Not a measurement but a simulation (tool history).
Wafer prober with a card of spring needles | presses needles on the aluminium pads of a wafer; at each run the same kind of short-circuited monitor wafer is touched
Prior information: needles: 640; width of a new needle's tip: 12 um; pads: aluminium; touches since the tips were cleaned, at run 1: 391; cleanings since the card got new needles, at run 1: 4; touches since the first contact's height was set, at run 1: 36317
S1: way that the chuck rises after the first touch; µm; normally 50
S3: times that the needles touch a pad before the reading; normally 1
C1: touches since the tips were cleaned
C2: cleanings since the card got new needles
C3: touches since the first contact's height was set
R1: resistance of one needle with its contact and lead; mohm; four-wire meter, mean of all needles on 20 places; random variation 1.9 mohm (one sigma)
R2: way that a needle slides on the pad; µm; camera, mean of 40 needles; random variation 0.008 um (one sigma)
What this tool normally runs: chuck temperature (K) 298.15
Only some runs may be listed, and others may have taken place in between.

Run 1, hour 0: usual settings; C1 391; C2 4; C3 36317. Result: R1 235 mohm, R2 12.419 µm.
Run 2, hour 8.7: usual settings; C1 4116; C2 4; C3 40042. Result: R1 338 mohm, R2 12.431 µm.
At hour 19.9: tips cleaned on abrasive film.
Run 3, hour 22.8: usual settings; C1 1231; C2 5; C3 46008. Result: R1 446 mohm, R2 12.392 µm.
At hour 40.2: tips cleaned on abrasive film.
Run 4, hour 40.2: usual settings; C1 0; C2 6; C3 53382. Result: R1 215 mohm, R2 12.394 µm.
Run 5, hour 54.7: usual settings; C1 6180; C2 6; C3 59562. Result: R1 368 mohm, R2 12.388 µm.
At hour 61.1: tips cleaned on abrasive film.
Run 6, hour 68.2: usual settings; C1 3006; C2 7; C3 65280. Result: R1 326 mohm, R2 12.369 µm.
Run 7, hour 78.6: usual settings; C1 7458; C2 7; C3 69732. Result: R1 372 mohm, R2 12.374 µm.
At hour 81.3: tips cleaned on abrasive film.
At hour 91.7: tips cleaned on abrasive film, once more.
Run 8, hour 95.3: usual settings but S1 48 µm; C1 1548; C2 9; C3 76780. Result: R1 278 mohm, R2 11.836 µm.
Run 9, hour 108.8: usual settings but S1 48 µm; C1 7296; C2 9; C3 82528. Result: R1 390 mohm, R2 11.854 µm.
At hour 113.2: tips cleaned on abrasive film.
Run 10, hour 123: usual settings but S1 56 µm; C1 4181; C2 10; C3 88547. Result: R1 319 mohm, R2 13.843 µm.
At hour 133.4: tips cleaned on abrasive film.
Run 11, hour 138.9: usual settings but S1 54 µm, chuck temperature (K) 338.15; C1 2339; C2 11; C3 95303. Result: R1 293 mohm, R2 13.33 µm.
Run 12, hour 147.2: usual settings but S1 54 µm, chuck temperature (K) 338.15; C1 5868; C2 11; C3 98832. Result: R1 340 mohm, R2 13.329 µm.
At hour 154.4: tips cleaned on abrasive film.
Run 13, hour 155: usual settings but S1 54 µm, chuck temperature (K) 338.15; C1 220; C2 12; C3 102108. Result: R1 238 mohm, R2 13.315 µm.
Run 14, hour 170.4: usual settings but S1 54 µm, chuck temperature (K) 338.15; C1 6815; C2 12; C3 108703. Result: R1 362 mohm, R2 13.31 µm.
At hour 175.4: tips cleaned on abrasive film.
Run 15, hour 184.8: usual settings but S1 62 µm, chuck temperature (K) 386.15; C1 4044; C2 13; C3 114812. Result: R1 310 mohm, R2 15.273 µm.
At hour 195.7: tips cleaned on abrasive film.
Run 16, hour 196.6: usual settings but S1 62 µm, chuck temperature (K) 386.15; C1 368; C2 14; C3 119788. Result: R1 239 mohm, R2 15.288 µm.
Run 17, hour 210.3: usual settings but S1 62 µm, chuck temperature (K) 386.15; C1 6229; C2 14; C3 125649. Result: R1 324 mohm, R2 15.278 µm.
At hour 216: tips cleaned on abrasive film.
Run 18, hour 217.7: usual settings but S1 42 µm, chuck temperature (K) 304.15; C1 728; C2 15; C3 128768. Result: R1 271 mohm, R2 10.284 µm.
Run 19, hour 234.7: usual settings but S1 42 µm, chuck temperature (K) 304.15, S3 2; C1 7958; C2 15; C3 135998. Result: R1 359 mohm, R2 10.272 µm.
At hour 237.2: tips cleaned on abrasive film.
At hour 242: height of the first contact set anew.
Run 20, hour 245.3: usual settings but S1 42 µm, chuck temperature (K) 304.15; C1 3333; C2 16; C3 1393. Result: R1 377 mohm, R2 10.491 µm.

Consider 5 possible next runs. They are alternatives, not a sequence: every one starts from the tool as it was left by run 20. What does each give?
Run A, hour 254.4: usual settings but S1 36 µm; C1 7201; C2 16; C3 5261. Result: R1 ?, R2 ?.
Run B, hour 254.4: usual settings but S1 68 µm; C1 7201; C2 16; C3 5261. Result: R1 ?, R2 ?.
Run C, hour 254.4: usual settings but S1 49 µm, chuck temperature (K) 310.15; C1 7201; C2 16; C3 5261. Result: R1 ?, R2 ?.
Run D, hour 254.4: usual settings but S1 33 µm, chuck temperature (K) 301.15; C1 7201; C2 16; C3 5261. Result: R1 ?, R2 ?.
Run E, hour 254.4: usual settings but S1 65 µm, chuck temperature (K) 315.15, S3 3; C1 7201; C2 16; C3 5261. Result: R1 ?, R2 ?.

run   R1      R2
  A  523   8.988
  B  304  16.971
  C  379  12.223
  D  572   8.224
  E  243  16.204
The same runs, with their run-to-run variation unchanged, on a tool lacking any hidden condition would have given:
run   R1      R2
  A  210   8.988
  B  199  16.971
  C  203  12.223
  D  210   8.224
  E  203  16.204
